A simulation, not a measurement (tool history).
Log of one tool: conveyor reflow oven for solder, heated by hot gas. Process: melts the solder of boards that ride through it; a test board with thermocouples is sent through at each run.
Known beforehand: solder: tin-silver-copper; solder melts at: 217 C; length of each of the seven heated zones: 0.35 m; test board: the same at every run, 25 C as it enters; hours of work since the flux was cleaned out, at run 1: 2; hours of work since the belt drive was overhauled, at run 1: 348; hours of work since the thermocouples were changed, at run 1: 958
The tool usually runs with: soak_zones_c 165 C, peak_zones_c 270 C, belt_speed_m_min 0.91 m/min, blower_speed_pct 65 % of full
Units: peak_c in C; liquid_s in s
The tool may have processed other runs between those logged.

run  hour  soak_zones_c  peak_zones_c  belt_speed_m_min  blower_speed_pct  hours of work since the flux was cleaned out  hours of work since the belt drive was overhauled  hours of work since the thermocouples were changed  peak_c  liquid_s
  1     0           165           270              0.91                65                                             2                                                348                                                 958   247.1      29.2
  2     9           165           270              0.91                65                                             8                                                353                                                 964     247      29.1
  3  15.4           165           270              0.91                65                                            12                                                358                                                 968   246.9        29
  4    29           165           270              0.91                65                                            21                                                366                                                 977   247.1        29
  5  37.7           165           270             1.072                65                                            26                                                372                                                 982     239      20.1
  6  45.4           165           270             1.072                65                                            31                                                377                                                 987   238.9      19.5
  7  53.2           165           270              0.91                65                                            36                                                382                                                 992   246.9      29.1
  8  67.3           165           275             0.747                65                                            45                                                391                                                1002     259      43.2

Expected results for the next run?
  9  80.3           165           275             0.747                65                                            54                                                399                                                1010       ?         ?

For run 9 the tool returned peak_c 259.3 C, liquid_s 43.1 s.
The same run, on a tool lacking any hidden state, would have yielded peak_c 256 C, liquid_s 41.2 s.
